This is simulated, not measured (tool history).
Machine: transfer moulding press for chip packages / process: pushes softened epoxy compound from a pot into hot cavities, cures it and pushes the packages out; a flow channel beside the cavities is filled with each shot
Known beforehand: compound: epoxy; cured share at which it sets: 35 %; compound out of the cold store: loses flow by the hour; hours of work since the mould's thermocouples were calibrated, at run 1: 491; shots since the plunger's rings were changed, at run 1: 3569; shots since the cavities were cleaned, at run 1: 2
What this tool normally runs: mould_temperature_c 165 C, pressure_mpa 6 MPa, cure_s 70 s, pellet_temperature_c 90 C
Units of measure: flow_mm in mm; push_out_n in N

run,hour,mould_temperature_c,pressure_mpa,cure_s,pellet_temperature_c,hours of work since the mould's thermocouples were calibrated,shots since the plunger's rings were changed,shots since the cavities were cleaned,incoming compound's hours out of the cold store,flow_mm,push_out_n
1,0,165,6,70,90,491,3569,2,17.1,789,235
# hour 25: cavities cleaned with cleaning compound and waxed
2,32.1,165,6,70,90,514,4161,138,31.9,739,224
# hour 47.8: cavities cleaned with cleaning compound and waxed
3,62.5,165,6,70,90,535,4719,284,27.1,752,226
# hour 74.4: cavities cleaned with cleaning compound and waxed
# hour 97.3: cavities cleaned with cleaning compound and waxed
4,113.1,165,6,70,90,571,5639,306,39,714,226
# hour 121.8: cavities cleaned with cleaning compound and waxed
# hour 147.5: cavities cleaned with cleaning compound and waxed
5,159.9,165,6,70,90,603,6486,241,22,777,247
# hour 170.8: plunger's sealing rings changed
# hour 177.4: cavities cleaned with cleaning compound and waxed
6,193.1,165,6,70,95,625,402,304,18.4,777,228
# hour 204.1: cavities cleaned with cleaning compound and waxed
# hour 230.5: cavities cleaned with cleaning compound and waxed
7,241.1,165,6,70,95,658,1272,206,34.7,723,216
# hour 256.2: cavities cleaned with cleaning compound and waxed
# hour 283.3: cavities cleaned with cleaning compound and waxed
8,296.4,165,6,70,90,697,2282,253,29.3,739,226
# hour 306.1: cavities cleaned with cleaning compound and waxed
# hour 330: cavities cleaned with cleaning compound and waxed
# hour 335.3: mould's thermocouples calibrated
9,336.5,165,6,70,90,1,2959,87,24.2,765,232
# hour 358: cavities cleaned with cleaning compound and waxed
# hour 381.2: cavities cleaned with cleaning compound and waxed
10,392.6,165,5.06,70,90,40,3986,219,45.3,629,210
# hour 403.9: cavities cleaned with cleaning compound and waxed
# hour 426.8: cavities cleaned with cleaning compound and waxed
11,445,165,6,70,90,77,4942,353,27.1,750,227
# hour 449.5: cavities cleaned with cleaning compound and waxed
# hour 474.5: cavities cleaned with cleaning compound and waxed
12,486.9,165,6,70,90,105,5692,239,37.3,704,231
# hour 498.9: cavities cleaned with cleaning compound and waxed
# hour 523: cavities cleaned with cleaning compound and waxed
13,534.1,165,6,70,90,138,6546,215,13.1,822,231
# hour 543.7: plunger's sealing rings changed
# hour 549.6: cavities cleaned with cleaning compound and waxed
# hour 573.3: cavities cleaned with cleaning compound and waxed
14,580.1,161,5.05,70,80,168,647,131,40,651,289
# hour 598.1: cavities cleaned with cleaning compound and waxed
15,610.8,165,6.79,70,90,190,1210,244,33.8,773,206
# hour 624.1: cavities cleaned with cleaning compound and waxed
# hour 650: cavities cleaned with cleaning compound and waxed
# hour 674.2: cavities cleaned with cleaning compound and waxed
16,675.2,163,5.76,88,91,234,2369,19,17.3,787,191
# hour 698.9: cavities cleaned with cleaning compound and waxed
17,706.9,163,5.76,88,84,256,2951,153,25.3,750,191
# hour 723.2: cavities cleaned with cleaning compound and waxed
18,734.3,172,7.28,109,84,275,3453,215,12.3,880,176
# hour 749.2: cavities cleaned with cleaning compound and waxed
# hour 773.4: cavities cleaned with cleaning compound and waxed
19,781.3,172,7.28,109,84,308,4302,153,40.8,756,161
# hour 798: cavities cleaned with cleaning compound and waxed
20,809.1,172,7.28,109,84,327,4811,215,18,860,169
# hour 824.4: cavities cleaned with cleaning compound and waxed
21,835.7,162,7.28,109,87,346,5295,218,47.6,755,174
# hour 848.6: cavities cleaned with cleaning compound and waxed
# hour 871.2: cavities cleaned with cleaning compound and waxed
22,879.1,166,6,70,90,376,6077,153,13.7,795,213
# hour 898.8: cavities cleaned with cleaning compound and waxed
# hour 913.7: plunger's sealing rings changed
23,922.1,165,6,106,90,405,162,403,45.4,680,172
# hour 926.6: cavities cleaned with cleaning compound and waxed
# hour 950: cavities cleaned with cleaning compound and waxed
# hour 973.5: cavities cleaned with cleaning compound and waxed
24,976.8,171,6,74,95,442,1132,63,42,683,175
# hour 997.2: cavities cleaned with cleaning compound and waxed
# hour 1022: cavities cleaned with cleaning compound and waxed
25,1023.8,160,5.28,59,90,474,1982,35,30,712,432

Consider 3 possible next runs. They are alternatives, not a sequence: every one starts from the tool as it was left by run 25. What does each give?
# hour 1044.9: cavities cleaned with cleaning compound and waxed
# hour 1069.9: cavities cleaned with cleaning compound and waxed
A,1069.9,162,6,70,96,506,2815,0,45.3,?,?
# hour 1044.9: cavities cleaned with cleaning compound and waxed
# hour 1069.9: cavities cleaned with cleaning compound and waxed
B,1069.9,163,5.28,59,82,506,2815,0,27,?,?
# hour 1044.9: cavities cleaned with cleaning compound and waxed
# hour 1069.9: cavities cleaned with cleaning compound and waxed
C,1069.9,165,6,79,90,506,2815,0,33,?,?

run,flow_mm,push_out_n
A,701,256
B,708,359
C,734,187
Without the tool's unlogged condition, the same runs would have read:
run,flow_mm,push_out_n
A,702,256
B,709,359
C,735,187

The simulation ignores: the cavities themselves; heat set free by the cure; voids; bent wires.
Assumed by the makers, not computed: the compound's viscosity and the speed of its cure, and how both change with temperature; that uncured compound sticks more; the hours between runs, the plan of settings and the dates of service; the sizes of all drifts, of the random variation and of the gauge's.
